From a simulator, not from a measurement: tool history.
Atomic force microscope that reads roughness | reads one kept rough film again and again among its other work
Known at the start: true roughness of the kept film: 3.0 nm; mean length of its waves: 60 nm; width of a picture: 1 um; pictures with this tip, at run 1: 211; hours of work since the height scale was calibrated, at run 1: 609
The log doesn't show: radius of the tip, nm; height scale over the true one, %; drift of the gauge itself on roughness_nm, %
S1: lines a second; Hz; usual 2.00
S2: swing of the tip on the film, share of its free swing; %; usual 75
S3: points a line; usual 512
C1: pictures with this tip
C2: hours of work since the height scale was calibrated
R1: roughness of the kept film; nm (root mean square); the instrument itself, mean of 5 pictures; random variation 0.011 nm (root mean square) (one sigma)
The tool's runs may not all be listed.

run 1 hour=0.0 | S1=2.00 S2=75 S3=512 | C1=211 C2=609 | R1=2.500
-- hour=15.7 new tip fitted
run 2 hour=42.2 | S1=2.00 S2=75 S3=512 | C1=45 C2=636 | R1=2.507
run 3 hour=88.1 | S1=2.00 S2=75 S3=512 | C1=123 C2=666 | R1=2.498
run 4 hour=153.1 | S1=2.00 S2=68 S3=512 | C1=233 C2=708 | R1=2.637
-- hour=158.4 new tip fitted
run 5 hour=199.7 | S1=2.00 S2=75 S3=512 | C1=70 C2=738 | R1=2.509
run 6 hour=258.3 | S1=2.00 S2=75 S3=512 | C1=169 C2=776 | R1=2.505
-- hour=300.5 new tip fitted
run 7 hour=310.4 | S1=2.00 S2=75 S3=512 | C1=17 C2=809 | R1=2.489
run 8 hour=366.8 | S1=2.00 S2=89 S3=512 | C1=113 C2=846 | R1=2.199
run 9 hour=411.9 | S1=2.00 S2=89 S3=512 | C1=190 C2=875 | R1=2.195
-- hour=441.2 new tip fitted
run 10 hour=479.6 | S1=0.61 S2=73 S3=791 | C1=65 C2=919 | R1=2.767
run 11 hour=508.5 | S1=2.96 S2=58 S3=678 | C1=114 C2=938 | R1=2.686
run 12 hour=552.3 | S1=1.16 S2=58 S3=748 | C1=188 C2=966 | R1=2.813
-- hour=580.4 new tip fitted
run 13 hour=621.2 | S1=1.41 S2=65 S3=414 | C1=70 C2=1010 | R1=2.760
run 14 hour=687.3 | S1=1.37 S2=75 S3=265 | C1=182 C2=1053 | R1=2.621

4 ways to go on from here, each from the tool as it stands after run 14. What would each give?
-- hour=718.8 new tip fitted
run A hour=722.7 | S1=2.00 S2=67 S3=512 | C1=6 C2=1076 | R1=?
-- hour=718.8 new tip fitted
run B hour=722.7 | S1=2.00 S2=71 S3=512 | C1=6 C2=1076 | R1=?
-- hour=718.8 new tip fitted
run C hour=722.7 | S1=2.58 S2=58 S3=960 | C1=6 C2=1076 | R1=?
-- hour=718.8 new tip fitted
run D hour=722.7 | S1=1.62 S2=75 S3=512 | C1=6 C2=1076 | R1=?

run=A R1=2.635
run=B R1=2.578
run=C R1=2.719
run=D R1=2.561
Without the tool's hidden state the same runs would have given:
run=A R1=2.634
run=B R1=2.577
run=C R1=2.718
run=D R1=2.560
